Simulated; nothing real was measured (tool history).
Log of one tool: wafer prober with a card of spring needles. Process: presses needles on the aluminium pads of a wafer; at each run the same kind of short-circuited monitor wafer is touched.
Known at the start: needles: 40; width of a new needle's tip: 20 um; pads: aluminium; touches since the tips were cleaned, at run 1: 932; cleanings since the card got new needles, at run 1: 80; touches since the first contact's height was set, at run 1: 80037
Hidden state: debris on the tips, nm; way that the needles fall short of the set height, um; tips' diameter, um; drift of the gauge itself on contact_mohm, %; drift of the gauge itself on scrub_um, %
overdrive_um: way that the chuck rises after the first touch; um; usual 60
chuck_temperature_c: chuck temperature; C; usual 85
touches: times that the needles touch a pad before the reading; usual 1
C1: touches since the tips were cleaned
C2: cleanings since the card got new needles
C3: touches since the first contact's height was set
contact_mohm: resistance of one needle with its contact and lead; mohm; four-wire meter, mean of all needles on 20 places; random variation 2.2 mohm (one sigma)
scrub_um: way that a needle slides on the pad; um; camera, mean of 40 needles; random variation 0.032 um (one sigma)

run 1 hour=0.0 | overdrive_um=60 chuck_temperature_c=85 touches=1 | C1=932 C2=80 C3=80037 | contact_mohm=241 scrub_um=10.08
-- hour=24.4 tips cleaned on abrasive film
-- hour=48.9 tips cleaned on abrasive film
run 2 hour=49.0 | overdrive_um=60 chuck_temperature_c=85 touches=1 | C1=20 C2=82 C3=98374 | contact_mohm=243 scrub_um=10.10
-- hour=74.8 tips cleaned on abrasive film
-- hour=100.6 tips cleaned on abrasive film
-- hour=126.6 tips cleaned on abrasive film
run 3 hour=139.2 | overdrive_um=60 chuck_temperature_c=85 touches=1 | C1=4722 C2=85 C3=132166 | contact_mohm=243 scrub_um=10.16
-- hour=150.0 tips cleaned on abrasive film
-- hour=161.1 height of the first contact set anew
-- hour=177.4 tips cleaned on abrasive film
-- hour=202.0 tips cleaned on abrasive film
run 4 hour=206.3 | overdrive_um=60 chuck_temperature_c=33 touches=1 | C1=1603 C2=88 C3=16902 | contact_mohm=230 scrub_um=10.11
-- hour=228.0 tips cleaned on abrasive film
-- hour=255.0 tips cleaned on abrasive film
run 5 hour=258.4 | overdrive_um=60 chuck_temperature_c=33 touches=1 | C1=1243 C2=90 C3=36400 | contact_mohm=226 scrub_um=10.19
-- hour=280.0 tips cleaned on abrasive film
-- hour=306.1 tips cleaned on abrasive film
-- hour=330.1 tips cleaned on abrasive film
run 6 hour=330.1 | overdrive_um=60 chuck_temperature_c=33 touches=1 | C1=0 C2=93 C3=63265 | contact_mohm=229 scrub_um=10.18
-- hour=354.3 tips cleaned on abrasive film
-- hour=379.1 tips cleaned on abrasive film
run 7 hour=382.0 | overdrive_um=60 chuck_temperature_c=33 touches=1 | C1=1100 C2=95 C3=82717 | contact_mohm=228 scrub_um=10.15
-- hour=403.2 tips cleaned on abrasive film
-- hour=428.8 tips cleaned on abrasive film
-- hour=455.2 tips cleaned on abrasive film
run 8 hour=475.6 | overdrive_um=60 chuck_temperature_c=33 touches=1 | C1=7661 C2=98 C3=117777 | contact_mohm=231 scrub_um=10.20
-- hour=480.2 tips cleaned on abrasive film
-- hour=507.2 tips cleaned on abrasive film
-- hour=532.2 tips cleaned on abrasive film
-- hour=536.7 height of the first contact set anew
-- hour=556.9 tips cleaned on abrasive film
run 9 hour=561.0 | overdrive_um=60 chuck_temperature_c=33 touches=1 | C1=1545 C2=102 C3=9095 | contact_mohm=228 scrub_um=10.16
-- hour=582.7 tips cleaned on abrasive film
-- hour=606.9 tips cleaned on abrasive film
-- hour=632.6 tips cleaned on abrasive film
run 10 hour=643.6 | overdrive_um=60 chuck_temperature_c=85 touches=1 | C1=4117 C2=105 C3=40033 | contact_mohm=241 scrub_um=10.33
-- hour=654.5 tips cleaned on abrasive film
-- hour=678.7 tips cleaned on abrasive film
-- hour=704.9 tips cleaned on abrasive film
run 11 hour=714.0 | overdrive_um=50 chuck_temperature_c=85 touches=1 | C1=3420 C2=108 C3=66377 | contact_mohm=253 scrub_um=8.57
-- hour=730.2 tips cleaned on abrasive film
-- hour=751.9 tips cleaned on abrasive film
-- hour=779.0 tips cleaned on abrasive film
-- hour=803.9 tips cleaned on abrasive film
run 12 hour=803.9 | overdrive_um=80 chuck_temperature_c=85 touches=1 | C1=0 C2=112 C3=100052 | contact_mohm=237 scrub_um=13.75
-- hour=829.7 tips cleaned on abrasive film
-- hour=855.2 tips cleaned on abrasive film
-- hour=882.2 tips cleaned on abrasive film
run 13 hour=899.6 | overdrive_um=80 chuck_temperature_c=85 touches=1 | C1=6540 C2=115 C3=135892 | contact_mohm=230 scrub_um=13.83
-- hour=905.1 tips cleaned on abrasive film
-- hour=910.7 height of the first contact set anew
-- hour=932.4 tips cleaned on abrasive film
-- hour=936.3 gauge calibrated
-- hour=958.0 tips cleaned on abrasive film
run 14 hour=958.1 | overdrive_um=80 chuck_temperature_c=85 touches=1 | C1=45 C2=118 C3=17721 | contact_mohm=235 scrub_um=13.52
-- hour=982.1 tips cleaned on abrasive film
-- hour=1007.4 tips cleaned on abrasive film
-- hour=1029.0 tips cleaned on abrasive film
run 15 hour=1040.2 | overdrive_um=80 chuck_temperature_c=85 touches=1 | C1=4179 C2=121 C3=48465 | contact_mohm=234 scrub_um=13.49
-- hour=1051.0 tips cleaned on abrasive film
-- hour=1076.7 tips cleaned on abrasive film
-- hour=1102.9 tips cleaned on abrasive film
-- hour=1129.5 tips cleaned on abrasive film
run 16 hour=1129.5 | overdrive_um=80 chuck_temperature_c=111 touches=1 | C1=0 C2=125 C3=81889 | contact_mohm=248 scrub_um=13.55
-- hour=1154.4 tips cleaned on abrasive film
-- hour=1180.1 tips cleaned on abrasive film
run 17 hour=1192.6 | overdrive_um=45 chuck_temperature_c=101 touches=1 | C1=4682 C2=127 C3=105550 | contact_mohm=258 scrub_um=7.59
-- hour=1203.1 tips cleaned on abrasive film
-- hour=1227.3 tips cleaned on abrasive film
-- hour=1254.0 tips cleaned on abrasive film
run 18 hour=1273.0 | overdrive_um=69 chuck_temperature_c=101 touches=1 | C1=7150 C2=130 C3=135666 | contact_mohm=246 scrub_um=11.69
-- hour=1278.3 tips cleaned on abrasive film
-- hour=1289.4 height of the first contact set anew
-- hour=1305.7 tips cleaned on abrasive film
-- hour=1330.0 tips cleaned on abrasive film
run 19 hour=1330.4 | overdrive_um=69 chuck_temperature_c=101 touches=1 | C1=135 C2=133 C3=15320 | contact_mohm=244 scrub_um=11.82
-- hour=1355.2 tips cleaned on abrasive film
-- hour=1381.6 tips cleaned on abrasive film
run 20 hour=1388.1 | overdrive_um=69 chuck_temperature_c=72 touches=1 | C1=2425 C2=135 C3=36945 | contact_mohm=235 scrub_um=11.79
-- hour=1403.5 tips cleaned on abrasive film
-- hour=1429.1 tips cleaned on abrasive film
run 21 hour=1436.5 | overdrive_um=69 chuck_temperature_c=72 touches=1 | C1=2774 C2=137 C3=55052 | contact_mohm=236 scrub_um=11.81
-- hour=1451.1 tips cleaned on abrasive film
-- hour=1477.5 tips cleaned on abrasive film
-- hour=1504.1 tips cleaned on abrasive film
run 22 hour=1514.0 | overdrive_um=67 chuck_temperature_c=78 touches=2 | C1=3709 C2=140 C3=84090 | contact_mohm=241 scrub_um=11.36
-- hour=1530.3 tips cleaned on abrasive film
-- hour=1554.7 tips cleaned on abrasive film
run 23 hour=1564.4 | overdrive_um=60 chuck_temperature_c=45 touches=1 | C1=3649 C2=142 C3=102972 | contact_mohm=230 scrub_um=10.28
-- hour=1579.3 tips cleaned on abrasive film
-- hour=1602.4 tips cleaned on abrasive film
-- hour=1627.8 tips cleaned on abrasive film
run 24 hour=1641.4 | overdrive_um=60 chuck_temperature_c=45 touches=2 | C1=5099 C2=145 C3=131807 | contact_mohm=233 scrub_um=10.30
-- hour=1652.3 tips cleaned on abrasive film
-- hour=1667.3 height of the first contact set anew
-- hour=1677.0 tips cleaned on abrasive film
-- hour=1703.0 tips cleaned on abrasive film
run 25 hour=1704.5 | overdrive_um=53 chuck_temperature_c=95 touches=1 | C1=546 C2=148 C3=13911 | contact_mohm=254 scrub_um=9.14
-- hour=1725.2 tips cleaned on abrasive film
-- hour=1750.2 tips cleaned on abrasive film
run 26 hour=1764.8 | overdrive_um=66 chuck_temperature_c=85 touches=1 | C1=5492 C2=150 C3=36520 | contact_mohm=243 scrub_um=11.31
-- hour=1775.7 tips cleaned on abrasive film
-- hour=1801.8 tips cleaned on abrasive film
-- hour=1823.5 tips cleaned on abrasive film
run 27 hour=1840.7 | overdrive_um=66 chuck_temperature_c=80 touches=1 | C1=6486 C2=153 C3=64955 | contact_mohm=237 scrub_um=11.41
-- hour=1846.2 tips cleaned on abrasive film
-- hour=1871.7 tips cleaned on abrasive film
-- hour=1893.4 tips cleaned on abrasive film
run 28 hour=1910.3 | overdrive_um=49 chuck_temperature_c=46 touches=1 | C1=6338 C2=156 C3=90981 | contact_mohm=241 scrub_um=8.47

4 ways to go on from here, each from the tool as it stands after run 28. What would each give?
-- hour=1915.8 tips cleaned on abrasive film
-- hour=1942.5 tips cleaned on abrasive film
-- hour=1968.1 tips cleaned on abrasive film
run A hour=1980.7 | overdrive_um=43 chuck_temperature_c=79 touches=2 | C1=4708 C2=159 C3=117328 | contact_mohm=? scrub_um=?
-- hour=1915.8 tips cleaned on abrasive film
-- hour=1942.5 tips cleaned on abrasive film
-- hour=1968.1 tips cleaned on abrasive film
run B hour=1980.7 | overdrive_um=49 chuck_temperature_c=64 touches=1 | C1=4708 C2=159 C3=117328 | contact_mohm=? scrub_um=?
-- hour=1915.8 tips cleaned on abrasive film
-- hour=1942.5 tips cleaned on abrasive film
-- hour=1968.1 tips cleaned on abrasive film
run C hour=1980.7 | overdrive_um=49 chuck_temperature_c=46 touches=1 | C1=4708 C2=159 C3=117328 | contact_mohm=? scrub_um=?
-- hour=1915.8 tips cleaned on abrasive film
-- hour=1942.5 tips cleaned on abrasive film
-- hour=1968.1 tips cleaned on abrasive film
run D hour=1980.7 | overdrive_um=47 chuck_temperature_c=120 touches=2 | C1=4708 C2=159 C3=117328 | contact_mohm=? scrub_um=?

run=A contact_mohm=251 scrub_um=7.45
run=B contact_mohm=244 scrub_um=8.44
run=C contact_mohm=240 scrub_um=8.55
run=D contact_mohm=266 scrub_um=8.18
Without the tool's hidden state the same runs would have given:
run=A contact_mohm=251 scrub_um=7.24
run=B contact_mohm=243 scrub_um=8.21
run=C contact_mohm=240 scrub_um=8.31
run=D contact_mohm=265 scrub_um=7.95

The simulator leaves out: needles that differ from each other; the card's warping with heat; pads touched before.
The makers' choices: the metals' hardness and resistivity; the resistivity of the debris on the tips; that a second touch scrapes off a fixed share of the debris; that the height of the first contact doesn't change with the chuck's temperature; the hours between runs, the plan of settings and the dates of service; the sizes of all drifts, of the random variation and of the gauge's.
